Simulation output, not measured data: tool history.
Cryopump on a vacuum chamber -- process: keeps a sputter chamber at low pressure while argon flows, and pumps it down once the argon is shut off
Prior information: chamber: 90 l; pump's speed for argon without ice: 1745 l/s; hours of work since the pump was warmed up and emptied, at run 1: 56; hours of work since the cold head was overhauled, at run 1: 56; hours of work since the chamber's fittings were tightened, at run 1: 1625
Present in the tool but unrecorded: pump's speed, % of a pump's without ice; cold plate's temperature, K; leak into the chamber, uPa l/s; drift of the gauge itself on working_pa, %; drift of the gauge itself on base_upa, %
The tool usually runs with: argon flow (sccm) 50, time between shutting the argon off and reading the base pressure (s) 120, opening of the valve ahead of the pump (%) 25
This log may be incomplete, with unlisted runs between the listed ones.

run	hour	argon flow (sccm)	time between shutting the argon off and reading the base pressure (s)	opening of the valve ahead of the pump (%)	hours of work since the pump was warmed up and emptied	hours of work since the cold head was overhauled	hours of work since the chamber's fittings were tightened	pressure while argon flows (Pa)	pressure after the wait (uPa)
1	0	50	120	25	56	56	1625	0.1952	1.15
2	13.1	50	120	25	61	61	1631	0.1958	1.27
3	33.8	50	89	25	70	70	1640	0.1959	1.35
4	49.5	28	89	25	77	77	1647	0.1096	1.32
5	63	28	89	25	83	83	1652	0.1105	1.34
6	80.6	28	89	25	90	90	1660	0.1099	1.31
7	95.5	28	89	25	97	97	1666	0.1105	1.34
8	109	50	154	41	102	102	1672	0.121	1.13
9	123.2	50	154	41	108	108	1678	0.1212	1.13
10	147.9	31	120	25	119	119	1689	0.1214	1.24
11	168.6	53	33	41	128	128	1698	0.1278	2.25
12	181.9	92	120	25	134	134	1703	0.3631	1.2
13	207	50	41	25	144	144	1714	0.1979	1.97

Branching from run 13: 5 alternative next runs. What would each branch give?
A	232.3	31	116	25	155	155	1725	?	?
B	232.3	63	120	40	155	155	1725	?	?
C	232.3	50	67	25	155	155	1725	?	?
D	232.3	35	60	29	155	155	1725	?	?
E	232.3	50	41	16	155	155	1725	?	?

run	pressure while argon flows (Pa)	pressure after the wait (uPa)
A	0.1224	1.3
B	0.1564	1.26
C	0.1981	1.63
D	0.1197	1.61
E	0.3051	2.05
Stripped of hidden state, with their random variation kept, the same runs would have yielded:
run	pressure while argon flows (Pa)	pressure after the wait (uPa)
A	0.1201	0.61
B	0.1517	0.57
C	0.1944	0.93
D	0.1171	0.93
E	0.3015	1.35
